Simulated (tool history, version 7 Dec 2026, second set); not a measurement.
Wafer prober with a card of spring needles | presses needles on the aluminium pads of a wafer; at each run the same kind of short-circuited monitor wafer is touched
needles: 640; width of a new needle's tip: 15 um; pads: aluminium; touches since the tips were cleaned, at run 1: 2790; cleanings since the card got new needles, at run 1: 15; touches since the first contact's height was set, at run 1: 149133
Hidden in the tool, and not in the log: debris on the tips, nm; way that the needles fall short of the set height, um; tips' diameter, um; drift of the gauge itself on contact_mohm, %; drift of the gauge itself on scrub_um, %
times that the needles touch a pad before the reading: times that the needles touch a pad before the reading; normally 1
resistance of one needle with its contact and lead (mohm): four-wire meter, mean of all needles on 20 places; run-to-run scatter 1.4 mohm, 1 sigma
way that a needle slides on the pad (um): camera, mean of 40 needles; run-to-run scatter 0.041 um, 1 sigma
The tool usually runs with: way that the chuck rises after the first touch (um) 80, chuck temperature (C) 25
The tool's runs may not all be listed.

| run | day | way that the chuck rises after the first touch (um) | chuck temperature (C) | times that the needles touch a pad before the reading | touches since the tips were cleaned | cleanings since the card got new needles | touches since the first contact's height was set | resistance of one needle with its contact and lead (mohm) | way that a needle slides on the pad (um) |
|---|---|---|---|---|---|---|---|---|---|
| 1 | 0.000 | 80 | 25 | 1 | 2790 | 15 | 149133 | 123 | 21.44 |
| 2 | 0.371 | 80 | 25 | 1 | 6362 | 15 | 152705 | 127 | 21.30 |
|  | 0.592 | tips cleaned on abrasive film |
| 3 | 0.712 | 80 | 25 | 3 | 1164 | 16 | 155996 | 125 | 21.40 |
| 4 | 1.004 | 64 | 25 | 1 | 3990 | 16 | 158822 | 129 | 17.13 |
| 5 | 1.208 | 64 | 25 | 1 | 5928 | 16 | 160760 | 128 | 17.17 |
|  | 1.475 | tips cleaned on abrasive film |
| 6 | 1.575 | 80 | 25 | 1 | 961 | 17 | 164283 | 126 | 21.37 |
| 7 | 1.796 | 80 | 25 | 1 | 3084 | 17 | 166406 | 127 | 21.45 |
| 8 | 2.038 | 80 | 25 | 1 | 5438 | 17 | 168760 | 125 | 21.41 |
| 9 | 2.254 | 80 | 25 | 1 | 7541 | 17 | 170863 | 127 | 21.39 |
|  | 2.354 | tips cleaned on abrasive film |
| 10 | 2.529 | 80 | 25 | 1 | 1705 | 18 | 173488 | 127 | 21.47 |
| 11 | 2.829 | 80 | 25 | 1 | 4568 | 18 | 176351 | 125 | 21.42 |
| 12 | 3.050 | 80 | 25 | 1 | 6717 | 18 | 178500 | 126 | 21.42 |
|  | 3.246 | tips cleaned on abrasive film |
| 13 | 3.308 | 76 | 61 | 2 | 587 | 19 | 180958 | 132 | 20.32 |
| 14 | 3.667 | 64 | 73 | 1 | 4058 | 19 | 184429 | 138 | 17.18 |
| 15 | 3.867 | 64 | 73 | 1 | 6008 | 19 | 186379 | 135 | 17.15 |
| 16 | 4.092 | 64 | 31 | 3 | 8165 | 19 | 188536 | 130 | 17.24 |
|  | 4.125 | tips cleaned on abrasive film |
| 17 | 4.317 | 63 | 44 | 2 | 1851 | 20 | 190685 | 130 | 16.94 |
| 18 | 4.604 | 67 | 35 | 2 | 4604 | 20 | 193438 | 128 | 18.00 |
|  | 5.004 | tips cleaned on abrasive film |
| 19 | 5.004 | 83 | 93 | 1 | 0 | 21 | 197275 | 139 | 22.28 |
|  | 5.179 | height of the first contact set anew |
| 20 | 5.383 | 97 | 76 | 1 | 3555 | 21 | 1996 | 132 | 26.10 |
| 21 | 5.704 | 97 | 76 | 1 | 6645 | 21 | 5086 | 135 | 26.16 |
|  | 5.888 | tips cleaned on abrasive film |
| 22 | 5.992 | 97 | 76 | 1 | 1025 | 22 | 7841 | 132 | 26.09 |
| 23 | 6.283 | 60 | 30 | 2 | 3849 | 22 | 10665 | 128 | 16.22 |

5 options for the next run, each taken on its own from the tool as it stands now. Forecast them:
| A | 6.646 | 77 | 27 | 1 | 7329 | 22 | 14145 | ? | ? |
| B | 6.646 | 63 | 77 | 2 | 7329 | 22 | 14145 | ? | ? |
| C | 6.646 | 96 | 51 | 1 | 7329 | 22 | 14145 | ? | ? |
| D | 6.646 | 93 | 112 | 1 | 7329 | 22 | 14145 | ? | ? |
| E | 6.646 | 80 | 25 | 1 | 7329 | 22 | 14145 | ? | ? |

| run | resistance of one needle with its contact and lead (mohm) | way that a needle slides on the pad (um) |
|---|---|---|
| A | 128 | 20.69 |
| B | 137 | 16.95 |
| C | 129 | 25.87 |
| D | 139 | 25.01 |
| E | 126 | 21.51 |
Stripped of hidden state, with their random variation kept, the same runs would have yielded:
| run | resistance of one needle with its contact and lead (mohm) | way that a needle slides on the pad (um) |
|---|---|---|
| A | 127 | 20.53 |
| B | 137 | 16.82 |
| C | 129 | 25.67 |
| D | 139 | 24.82 |
| E | 125 | 21.35 |
